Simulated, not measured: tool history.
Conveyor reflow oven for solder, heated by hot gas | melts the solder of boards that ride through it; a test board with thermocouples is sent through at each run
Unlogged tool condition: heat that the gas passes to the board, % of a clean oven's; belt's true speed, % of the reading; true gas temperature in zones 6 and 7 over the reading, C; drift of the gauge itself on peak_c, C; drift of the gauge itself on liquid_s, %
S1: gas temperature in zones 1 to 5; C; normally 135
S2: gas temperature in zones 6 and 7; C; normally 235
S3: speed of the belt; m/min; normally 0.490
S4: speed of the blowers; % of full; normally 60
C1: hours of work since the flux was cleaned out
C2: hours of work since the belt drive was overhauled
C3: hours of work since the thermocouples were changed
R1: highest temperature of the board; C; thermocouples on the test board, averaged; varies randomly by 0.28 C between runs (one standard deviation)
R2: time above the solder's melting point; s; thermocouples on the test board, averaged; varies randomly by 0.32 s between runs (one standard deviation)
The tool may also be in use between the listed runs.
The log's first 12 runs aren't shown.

-- hour=441.6 flux residue cleaned out of gas plates and filters
run 13 hour=441.6 | S1=135 S2=235 S3=0.425 S4=60 | C1=0 C2=570 C3=741 | R1=215.0 R2=60.5
run 14 hour=469.0 | S1=135 S2=235 S3=0.490 S4=53 | C1=15 C2=585 C3=756 | R1=207.9 R2=45.2
run 15 hour=502.9 | S1=135 S2=250 S3=0.490 S4=53 | C1=34 C2=604 C3=775 | R1=220.2 R2=55.4
run 16 hour=549.4 | S1=135 S2=250 S3=0.490 S4=53 | C1=60 C2=629 C3=801 | R1=219.9 R2=55.6
run 17 hour=601.1 | S1=131 S2=235 S3=0.465 S4=50 | C1=89 C2=658 C3=829 | R1=207.0 R2=46.4
run 18 hour=625.5 | S1=131 S2=235 S3=0.391 S4=50 | C1=102 C2=672 C3=843 | R1=214.1 R2=63.6
run 19 hour=657.7 | S1=146 S2=224 S3=0.490 S4=60 | C1=120 C2=689 C3=861 | R1=201.4 R2=42.4
run 20 hour=694.5 | S1=146 S2=224 S3=0.490 S4=60 | C1=140 C2=710 C3=881 | R1=201.5 R2=43.0
run 21 hour=749.2 | S1=146 S2=224 S3=0.490 S4=60 | C1=171 C2=740 C3=912 | R1=201.4 R2=42.2
run 22 hour=800.4 | S1=146 S2=224 S3=0.552 S4=52 | C1=199 C2=769 C3=940 | R1=196.3 R2=27.6
run 23 hour=852.2 | S1=135 S2=235 S3=0.485 S4=60 | C1=228 C2=797 C3=969 | R1=207.5 R2=45.8
run 24 hour=897.4 | S1=135 S2=235 S3=0.561 S4=75 | C1=253 C2=823 C3=994 | R1=204.6 R2=35.7
run 25 hour=936.4 | S1=135 S2=238 S3=0.582 S4=60 | C1=275 C2=844 C3=1016 | R1=201.5 R2=30.7
run 26 hour=984.1 | S1=135 S2=238 S3=0.469 S4=72 | C1=301 C2=871 C3=1042 | R1=211.8 R2=53.0
run 27 hour=1010.9 | S1=135 S2=238 S3=0.469 S4=72 | C1=316 C2=886 C3=1057 | R1=212.8 R2=52.8
-- hour=1039.6 thermocouples of zones 6 and 7 changed
run 28 hour=1041.1 | S1=135 S2=225 S3=0.490 S4=72 | C1=332 C2=901 C3=1 | R1=204.2 R2=41.5
run 29 hour=1080.5 | S1=135 S2=225 S3=0.490 S4=72 | C1=354 C2=923 C3=23 | R1=204.2 R2=41.3
run 30 hour=1118.6 | S1=121 S2=235 S3=0.490 S4=50 | C1=375 C2=944 C3=44 | R1=203.7 R2=34.9
run 31 hour=1172.3 | S1=121 S2=235 S3=0.490 S4=52 | C1=404 C2=974 C3=74 | R1=203.8 R2=35.5

What if the next run were any one of these 3? Each begins from the tool's condition after run 31:
run A hour=1219.3 | S1=135 S2=235 S3=0.449 S4=60 | C1=431 C2=1000 C3=100 | R1=? R2=?
run B hour=1219.3 | S1=135 S2=235 S3=0.523 S4=60 | C1=431 C2=1000 C3=100 | R1=? R2=?
run C hour=1219.3 | S1=140 S2=231 S3=0.418 S4=52 | C1=431 C2=1000 C3=100 | R1=? R2=?

run=A R1=212.8 R2=55.3
run=B R1=206.1 R2=39.7
run=C R1=210.5 R2=60.1
The same runs, with their run-to-run variation unchanged, on a tool lacking any hidden condition would have given:
run=A R1=215.9 R2=57.3
run=B R1=209.6 R2=42.8
run=C R1=213.1 R2=61.9
